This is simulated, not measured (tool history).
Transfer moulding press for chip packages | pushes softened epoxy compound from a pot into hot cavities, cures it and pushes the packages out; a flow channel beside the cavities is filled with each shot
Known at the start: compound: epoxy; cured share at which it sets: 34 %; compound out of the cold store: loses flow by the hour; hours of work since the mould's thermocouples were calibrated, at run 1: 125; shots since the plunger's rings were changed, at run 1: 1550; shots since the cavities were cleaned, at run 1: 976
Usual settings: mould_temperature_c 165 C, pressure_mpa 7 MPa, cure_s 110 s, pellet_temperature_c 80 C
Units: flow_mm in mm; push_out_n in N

run	hour	mould_temperature_c	pressure_mpa	cure_s	pellet_temperature_c	hours of work since the mould's thermocouples were calibrated	shots since the plunger's rings were changed	shots since the cavities were cleaned	incoming compound's hours out of the cold store	flow_mm	push_out_n
1	0	165	7	110	80	125	1550	976	36.7	499	493
# hour 16.1: cavities cleaned with cleaning compound and waxed
2	48.2	165	7	110	80	157	2098	376	28.3	507	510
# hour 116.1: cavities cleaned with cleaning compound and waxed
3	117.9	165	7	94	80	204	2900	23	9.1	548	395
# hour 148.9: plunger's sealing rings changed
# hour 154.8: cavities cleaned with cleaning compound and waxed, once more
4	164.2	165	7	94	80	233	162	111	25.3	532	399
5	193.1	165	7	110	80	253	501	450	15.7	557	421
6	241.5	165	7.58	110	84	286	1070	1019	11.9	581	462
# hour 255.5: cavities cleaned with cleaning compound and waxed
7	284.9	163	5.36	118	88	315	1561	345	28.6	454	401
8	325.7	165	7.05	142	80	343	2040	824	10.7	555	426
# hour 358.2: cavities cleaned with cleaning compound and waxed
9	374.1	165	7.05	110	88	375	2591	187	26.7	505	357
# hour 379.7: mould's thermocouples calibrated
10	420.1	173	7	110	74	28	3107	703	15.2	505	399

The same runs without the tool's hidden state, with the same run-to-run variation:
The hidden state here: true mould temperature over the reading, C; pressure that reaches the compound, % of what is set; grip of the stained cavities, % over clean ones'; drift of the gauge itself on flow_mm, %; drift of the gauge itself on push_out_n, %.
run	flow_mm	push_out_n
1	515	296
2	530	281
3	583	382
4	536	348
5	566	286
6	597	282
7	471	286
8	583	262
9	537	283
10	541	242

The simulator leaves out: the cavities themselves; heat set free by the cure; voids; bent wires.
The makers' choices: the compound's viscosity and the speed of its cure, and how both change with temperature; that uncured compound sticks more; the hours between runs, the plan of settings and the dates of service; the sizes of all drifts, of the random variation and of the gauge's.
